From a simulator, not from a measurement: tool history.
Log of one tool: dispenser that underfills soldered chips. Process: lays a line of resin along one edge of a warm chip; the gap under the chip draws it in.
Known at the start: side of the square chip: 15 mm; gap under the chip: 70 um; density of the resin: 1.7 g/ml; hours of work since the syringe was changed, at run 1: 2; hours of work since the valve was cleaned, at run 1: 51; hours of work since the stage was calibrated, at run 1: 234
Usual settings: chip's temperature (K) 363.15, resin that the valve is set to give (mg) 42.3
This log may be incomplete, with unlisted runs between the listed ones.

run,day,chip's temperature (K),resin that the valve is set to give (mg),hours of work since the syringe was changed,hours of work since the valve was cleaned,hours of work since the stage was calibrated,time until the resin shows at the far edge (s),resin that the valve gave (mg)
1,0,363.15,42.3,2,51,234,67,41.18
2,0.383,363.15,42.3,9,58,241,104.1,41.15
# day 0.425: new syringe of resin
3,0.688,363.15,39.9,5,64,247,76,38.59
4,0.946,363.15,42.3,9,68,251,102.9,40.88
# day 0.983: new syringe of resin
5,1.229,363.15,42.3,4,73,256,74.3,40.79
# day 1.571: new syringe of resin
6,1.671,363.15,44.5,2,81,264,63.9,42.97
7,1.879,363.15,44.5,6,85,268,83.6,42.72
# day 2.154: new syringe of resin
8,2.154,367.15,42.3,0,89,272,49.5,40.64
9,2.367,367.15,42.3,4,93,276,62.5,40.53
# day 2.646: dispensing valve cleaned and set on the balance
# day 2.783: new syringe of resin
10,2.85,359.15,42.3,1,3,284,71.1,42.34
11,3.192,359.15,42.3,7,10,290,108.2,42.64
# day 3.375: new syringe of resin
12,3.533,370.15,38.1,3,15,296,53.2,38.02
13,3.8,370.15,38.1,8,20,301,72.8,37.95
# day 3.929: new syringe of resin
14,4.154,365.15,40.4,4,26,307,69.2,40.22
# day 4.496: new syringe of resin
15,4.525,365.15,40.4,1,33,313,54.9,39.89
16,4.971,359.15,46.3,9,41,321,121.5,46
# day 5.071: new syringe of resin
17,5.454,359.15,46.3,7,49,330,106.2,45.4
# day 5.65: new syringe of resin
18,5.838,352.15,42.3,3,56,337,114.3,41.35
# day 6.225: new syringe of resin
19,6.271,352.15,42.3,1,64,344,94.4,40.95
20,6.475,377.15,53.6,5,67,348,43.5,51.57

3 ways to go on from here, each from the tool as it stands after run 20. What would each give?
# day 6.817: new syringe of resin
A,6.846,351.15,49.5,0,74,354,?,?
# day 6.817: new syringe of resin
B,6.846,365.15,52.1,0,74,354,?,?
# day 6.817: new syringe of resin
C,6.846,364.15,51.4,0,74,354,?,?

run,time until the resin shows at the far edge (s),resin that the valve gave (mg)
A,97.8,47.98
B,54.2,50.31
C,56.3,49.59
Had the tool no hidden state, the same runs would have come out as:
run,time until the resin shows at the far edge (s),resin that the valve gave (mg)
A,89.6,49.62
B,50,52.03
C,51.8,51.27
